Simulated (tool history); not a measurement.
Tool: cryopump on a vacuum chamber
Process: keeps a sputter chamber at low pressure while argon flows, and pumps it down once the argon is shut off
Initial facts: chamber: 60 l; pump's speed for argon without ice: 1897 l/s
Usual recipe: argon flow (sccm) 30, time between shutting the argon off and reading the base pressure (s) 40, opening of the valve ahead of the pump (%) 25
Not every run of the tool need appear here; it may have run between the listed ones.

run	hour	argon flow (sccm)	time between shutting the argon off and reading the base pressure (s)	opening of the valve ahead of the pump (%)	pressure while argon flows (Pa)	pressure after the wait (uPa)
1	0.0	30	40	25	0.1115	2.42
2	48.0	30	40	25	0.1125	2.48
3	102.5	30	40	25	0.1117	2.39
4	138.9	30	40	42	0.0688	2.47
5	174.5	30	40	42	0.0695	2.49
6	233.0	30	276	25	0.1127	1.12
7	272.7	30	40	22	0.1282	2.53
8	306.8	30	40	22	0.1290	2.56
# hour 339.1: pump warmed up, emptied and cooled again
9	348.2	30	40	22	0.1205	2.40
10	394.3	30	40	22	0.1228	2.37
11	438.0	30	40	25	0.1077	2.53
12	478.0	30	40	25	0.1080	2.47
13	536.1	30	40	25	0.1086	2.41
14	568.1	30	40	25	0.1088	2.43
15	622.1	30	40	25	0.1089	2.50
16	654.4	30	40	25	0.1096	2.46
17	680.4	30	40	25	0.1091	2.60
18	736.0	30	40	25	0.1094	2.52
# hour 742.8: leaking fittings of the chamber tightened, without venting
19	770.3	30	242	18	0.1513	0.46
20	805.3	30	31	19	0.1447	2.32
21	851.7	30	31	19	0.1427	2.41
22	902.1	30	31	19	0.1447	2.38
23	956.7	16	166	25	0.0587	0.71
24	1002.3	16	166	25	0.0586	0.71
25	1050.1	16	166	25	0.0596	0.72
26	1107.6	18	166	25	0.0669	0.73

The next listed run, before its measurement:
27	1155.6	30	29	59	?	?

pressure while argon flows (Pa): 0.0516
pressure after the wait (uPa): 2.54
Take away the tool's hidden state, keep the run-to-run variation as it was, and the same run would have given pressure while argon flows (Pa) 0.0457, pressure after the wait (uPa) 2.33.
